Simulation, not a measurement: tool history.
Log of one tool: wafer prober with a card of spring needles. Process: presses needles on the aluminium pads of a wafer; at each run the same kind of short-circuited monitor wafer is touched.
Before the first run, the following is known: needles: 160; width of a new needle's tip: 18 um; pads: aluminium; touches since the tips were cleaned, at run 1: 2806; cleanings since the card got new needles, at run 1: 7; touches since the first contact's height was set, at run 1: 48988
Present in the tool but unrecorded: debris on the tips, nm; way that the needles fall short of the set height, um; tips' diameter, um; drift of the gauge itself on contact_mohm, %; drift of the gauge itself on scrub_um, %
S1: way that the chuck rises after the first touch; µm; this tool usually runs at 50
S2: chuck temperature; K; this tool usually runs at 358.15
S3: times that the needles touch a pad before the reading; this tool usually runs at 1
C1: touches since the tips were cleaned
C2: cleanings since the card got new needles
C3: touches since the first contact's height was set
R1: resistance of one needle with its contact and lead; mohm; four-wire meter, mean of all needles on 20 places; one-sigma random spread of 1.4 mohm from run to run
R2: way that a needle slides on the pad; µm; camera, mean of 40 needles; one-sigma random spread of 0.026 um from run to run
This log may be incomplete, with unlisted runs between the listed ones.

{"run": 1, "day": 0.0, "S1": 50, "S2": 358.15, "S3": 1, "C1": 2806, "C2": 7, "C3": 48988, "R1": 147, "R2": 9.99}
{"day": 0.254, "done": "tips cleaned on abrasive film"}
{"run": 2, "day": 0.696, "S1": 50, "S2": 358.15, "S3": 1, "C1": 5636, "C2": 8, "C3": 57832, "R1": 178, "R2": 9.98}
{"day": 0.783, "done": "tips cleaned on abrasive film"}
{"day": 1.3, "done": "tips cleaned on abrasive film"}
{"day": 1.775, "done": "tips cleaned on abrasive film"}
{"run": 3, "day": 2.042, "S1": 50, "S2": 340.15, "S3": 1, "C1": 3388, "C2": 11, "C3": 74869, "R1": 153, "R2": 9.96}
{"day": 2.271, "done": "tips cleaned on abrasive film"}
{"day": 2.562, "done": "tips cleaned on abrasive film, once more"}
{"day": 3.058, "done": "tips cleaned on abrasive film"}
{"day": 3.571, "done": "tips cleaned on abrasive film"}
{"run": 4, "day": 3.596, "S1": 32, "S2": 358.15, "S3": 1, "C1": 317, "C2": 15, "C3": 94493, "R1": 147, "R2": 6.27}
{"day": 4.033, "done": "tips cleaned on abrasive film"}
{"day": 4.521, "done": "tips cleaned on abrasive film"}
{"run": 5, "day": 4.675, "S1": 32, "S2": 358.15, "S3": 1, "C1": 1972, "C2": 17, "C3": 108216, "R1": 180, "R2": 6.3}
{"day": 5.0, "done": "tips cleaned on abrasive film"}
{"day": 5.488, "done": "tips cleaned on abrasive film"}
{"run": 6, "day": 5.592, "S1": 32, "S2": 358.15, "S3": 1, "C1": 1307, "C2": 19, "C3": 119790, "R1": 169, "R2": 6.23}
{"day": 6.017, "done": "tips cleaned on abrasive film"}
{"run": 7, "day": 6.379, "S1": 48, "S2": 358.15, "S3": 3, "C1": 4633, "C2": 20, "C3": 129849, "R1": 139, "R2": 9.46}
{"day": 6.542, "done": "tips cleaned on abrasive film"}
{"day": 7.092, "done": "tips cleaned on abrasive film"}
{"run": 8, "day": 7.112, "S1": 68, "S2": 349.15, "S3": 3, "C1": 239, "C2": 22, "C3": 139073, "R1": 125, "R2": 13.42}
{"day": 7.621, "done": "tips cleaned on abrasive film"}
{"day": 8.108, "done": "tips cleaned on abrasive film"}
{"run": 9, "day": 8.392, "S1": 35, "S2": 388.15, "S3": 1, "C1": 3610, "C2": 24, "C3": 155303, "R1": 192, "R2": 6.8}
{"day": 8.588, "done": "tips cleaned on abrasive film"}
{"day": 9.096, "done": "tips cleaned on abrasive film"}
{"day": 9.654, "done": "tips cleaned on abrasive film"}
{"run": 10, "day": 9.679, "S1": 69, "S2": 365.15, "S3": 3, "C1": 366, "C2": 27, "C3": 171647, "R1": 123, "R2": 13.64}
{"day": 10.133, "done": "tips cleaned on abrasive film"}
{"run": 11, "day": 10.467, "S1": 69, "S2": 365.15, "S3": 3, "C1": 4309, "C2": 28, "C3": 181659, "R1": 127, "R2": 13.58}

Some steps in R1, run to run, broken into two amounts with sign: the step expected even without the hidden condition (settings, incoming material, random variation), and the rest, left for the hidden condition together with whatever gauge scatter is not in both the measured and the hidden-condition-free result:
Run 8 -> 9: S1 68 -> 35, S2 349.15 -> 388.15, S3 3 -> 1, tips cleaned on abrasive film, tips cleaned on abrasive film. R1 +67 mohm: hidden state +53, all else +14.
Run 9 -> 10: S1 35 -> 69, S2 388.15 -> 365.15, S3 1 -> 3, tips cleaned on abrasive film, tips cleaned on abrasive film, tips cleaned on abrasive film. R1 -69 mohm: hidden state -53, all else -16.
